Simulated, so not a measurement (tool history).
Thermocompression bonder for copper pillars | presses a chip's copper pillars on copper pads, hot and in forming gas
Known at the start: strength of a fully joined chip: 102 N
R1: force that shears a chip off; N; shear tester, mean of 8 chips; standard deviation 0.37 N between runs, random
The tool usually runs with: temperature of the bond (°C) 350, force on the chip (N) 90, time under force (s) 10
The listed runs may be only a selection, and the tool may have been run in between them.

Run 1, hour 0.0: usual settings. Result: R1 44.7 N.
Run 2, hour 19.4: usual settings but force on the chip (N) 85. Result: R1 42.7 N.
Run 3, hour 33.3: usual settings but force on the chip (N) 85. Result: R1 42.8 N.
Run 4, hour 46.9: usual settings but force on the chip (N) 85. Result: R1 42.7 N.
Run 5, hour 65.2: usual settings. Result: R1 43.4 N.
Run 6, hour 89.4: usual settings. Result: R1 43.8 N.
Run 7, hour 102.6: usual settings but time under force (s) 25. Result: R1 58.6 N.
Run 8, hour 121.8: usual settings but temperature of the bond (°C) 344. Result: R1 40.9 N.
Run 9, hour 139.8: usual settings. Result: R1 42.9 N.
Run 10, hour 157.8: usual settings. Result: R1 42.6 N.
Run 11, hour 180.8: usual settings but time under force (s) 18. Result: R1 51.6 N.
Run 12, hour 202.7: usual settings but temperature of the bond (°C) 321, force on the chip (N) 93. Result: R1 30.1 N.
Run 13, hour 219.0: usual settings but temperature of the bond (°C) 351, force on the chip (N) 67. Result: R1 34.3 N.
Run 14, hour 242.3: usual settings but temperature of the bond (°C) 351, force on the chip (N) 67. Result: R1 34.1 N.
Run 15, hour 265.2: usual settings but temperature of the bond (°C) 351, force on the chip (N) 67. Result: R1 37.0 N.
Run 16, hour 291.2: usual settings but temperature of the bond (°C) 340, force on the chip (N) 63. Result: R1 31.2 N.
Run 17, hour 312.4: usual settings but temperature of the bond (°C) 333. Result: R1 36.5 N.
Run 18, hour 331.7: usual settings but temperature of the bond (°C) 374, force on the chip (N) 74, time under force (s) 5. Result: R1 38.4 N.
Run 19, hour 353.2: usual settings but temperature of the bond (°C) 374, force on the chip (N) 74, time under force (s) 5. Result: R1 39.1 N.
Run 20, hour 378.1: usual settings but temperature of the bond (°C) 374, force on the chip (N) 74, time under force (s) 5. Result: R1 37.2 N.
Run 21, hour 397.4: usual settings but temperature of the bond (°C) 336, force on the chip (N) 118. Result: R1 44.7 N.

Put back what was entered between runs (3 entries, withheld): which listed runs does each sit between, and how does the hidden state differ from the listed run before to the listed run after?
In the gap between runs 11 and 12: heater calibrated with a thermocouple chip (hour 184.7)
  true temperature of the bond over the reading, C: -0.5 -> -0.6; oxide that the forming gas leaves, % of the face: 7.68 -> 8.33
  measured value less the no-hidden-state value, R1: -4.8 -> -3.3 N
In the gap between runs 14 and 15: forming gas filter changed (hour 262.3)
  true temperature of the bond over the reading, C: -0.7 -> -0.8; oxide that the forming gas leaves, % of the face: 9.41 -> 0.69
  measured value less the no-hidden-state value, R1: -4.2 -> -0.9 N
In the gap between runs 15 and 16: heater calibrated with a thermocouple chip, once more (hour 285.6)
  true temperature of the bond over the reading, C: -0.8 -> -0.1; force that reaches the chip, % of what is set: 98.2 -> 98.1; oxide that the forming gas leaves, % of the face: 0.69 -> 1.42
  measured value less the no-hidden-state value, R1: -0.9 -> -0.8 N
